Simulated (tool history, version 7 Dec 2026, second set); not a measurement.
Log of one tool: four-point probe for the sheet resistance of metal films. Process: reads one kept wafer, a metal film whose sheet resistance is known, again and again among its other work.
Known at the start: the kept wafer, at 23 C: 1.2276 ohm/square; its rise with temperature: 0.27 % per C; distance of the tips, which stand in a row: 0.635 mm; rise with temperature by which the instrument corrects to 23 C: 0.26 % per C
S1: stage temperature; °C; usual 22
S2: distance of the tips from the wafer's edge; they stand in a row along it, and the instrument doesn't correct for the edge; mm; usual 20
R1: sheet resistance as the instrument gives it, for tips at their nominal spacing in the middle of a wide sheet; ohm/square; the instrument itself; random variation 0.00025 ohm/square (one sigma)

Run 1, hour 0.0: usual settings. Result: R1 1.223087 ohm/square.
Run 2, hour 21.8: usual settings. Result: R1 1.223612 ohm/square.
Run 3, hour 45.6: usual settings. Result: R1 1.223127 ohm/square.
Run 4, hour 77.2: usual settings. Result: R1 1.223276 ohm/square.
Run 5, hour 109.3: usual settings. Result: R1 1.223431 ohm/square.
Run 6, hour 128.7: usual settings. Result: R1 1.223166 ohm/square.
Run 7, hour 157.7: usual settings. Result: R1 1.223567 ohm/square.
Run 8, hour 186.4: usual settings. Result: R1 1.223482 ohm/square.
Run 9, hour 216.2: usual settings. Result: R1 1.223486 ohm/square.
Run 10, hour 249.1: usual settings. Result: R1 1.223541 ohm/square.
Run 11, hour 288.0: usual settings. Result: R1 1.223901 ohm/square.
Run 12, hour 317.2: usual settings. Result: R1 1.223887 ohm/square.
Run 13, hour 338.0: usual settings. Result: R1 1.223680 ohm/square.
Run 14, hour 360.9: usual settings but S2 4 mm. Result: R1 1.239379 ohm/square.
Run 15, hour 390.8: usual settings but S2 4 mm. Result: R1 1.239600 ohm/square.
Run 16, hour 414.2: usual settings but S2 54 mm. Result: R1 1.223410 ohm/square.
Run 17, hour 440.5: usual settings but S1 30 °C. Result: R1 1.224424 ohm/square.
Run 18, hour 465.4: usual settings but S1 23 °C. Result: R1 1.223858 ohm/square.
At hour 469.6: stage's thermometer calibrated.
Run 19, hour 488.2: usual settings but S2 5 mm. Result: R1 1.234079 ohm/square.
Run 20, hour 509.4: usual settings but S1 23 °C. Result: R1 1.224116 ohm/square.
Run 21, hour 530.6: usual settings but S1 23 °C. Result: R1 1.224028 ohm/square.
Run 22, hour 557.5: usual settings but S1 28 °C. Result: R1 1.224708 ohm/square.
Run 23, hour 583.0: usual settings but S1 33 °C. Result: R1 1.224844 ohm/square.
Run 24, hour 605.3: usual settings but S1 33 °C. Result: R1 1.224764 ohm/square.
Run 25, hour 641.0: usual settings but S1 33 °C. Result: R1 1.225125 ohm/square.
Run 26, hour 679.5: usual settings but S1 19 °C, S2 50 mm. Result: R1 1.223474 ohm/square.
At hour 688.4: stage's thermometer calibrated, once more.
Run 27, hour 719.0: usual settings but S1 19 °C, S2 50 mm. Result: R1 1.224306 ohm/square.
Run 28, hour 739.3: usual settings but S1 24 °C. Result: R1 1.225928 ohm/square.
Run 29, hour 774.0: usual settings but S1 27 °C, S2 4 mm. Result: R1 1.241350 ohm/square.
Run 30, hour 808.7: usual settings but S1 27 °C, S2 4 mm. Result: R1 1.241568 ohm/square.
Run 31, hour 837.8: usual settings but S1 27 °C, S2 4 mm. Result: R1 1.242246 ohm/square.
Run 32, hour 855.6: usual settings but S1 21 °C, S2 5 mm. Result: R1 1.235013 ohm/square.
Run 33, hour 892.1: usual settings but S1 25 °C, S2 11 mm. Result: R1 1.227203 ohm/square.
Run 34, hour 930.3: usual settings but S1 19 °C. Result: R1 1.225078 ohm/square.
Run 35, hour 955.5: usual settings but S1 18 °C, S2 12 mm. Result: R1 1.226227 ohm/square.
Run 36, hour 992.6: usual settings but S1 18 °C, S2 12 mm. Result: R1 1.226194 ohm/square.
Run 37, hour 1019.5: usual settings but S1 30 °C, S2 14 mm. Result: R1 1.227382 ohm/square.
Run 38, hour 1040.2: usual settings but S1 27 °C, S2 34 mm. Result: R1 1.225400 ohm/square.
Run 39, hour 1068.1: usual settings but S1 21 °C, S2 6 mm. Result: R1 1.232685 ohm/square.
Run 40, hour 1100.1: usual settings but S1 21 °C, S2 6 mm. Result: R1 1.232432 ohm/square.
Run 41, hour 1126.3: usual settings but S1 25 °C, S2 5 mm. Result: R1 1.236483 ohm/square.
Run 42, hour 1148.3: usual settings but S2 10 mm. Result: R1 1.227924 ohm/square.
Run 43, hour 1174.9: usual settings but S1 30 °C, S2 6 mm. Result: R1 1.233161 ohm/square.
Run 44, hour 1199.4: usual settings but S1 30 °C, S2 6 mm. Result: R1 1.233522 ohm/square.
Run 45, hour 1237.8: usual settings but S1 20 °C, S2 66 mm. Result: R1 1.225508 ohm/square.

Forecast each of these 4 alternatives for the next run:
Run A, hour 1273.5: usual settings but S1 31 °C, S2 66 mm. Result: R1 ?.
Run B, hour 1273.5: usual settings but S1 28 °C, S2 4 mm. Result: R1 ?.
Run C, hour 1273.5: usual settings but S1 28 °C, S2 66 mm. Result: R1 ?.
Run D, hour 1273.5: usual settings but S1 20 °C, S2 6 mm. Result: R1 ?.

run        R1
  A  1.226126
  B  1.242333
  C  1.225592
  D  1.232759
Without the tool's hidden state the same runs would have given:
run        R1
  A  1.228169
  B  1.244400
  C  1.227634
  D  1.234809
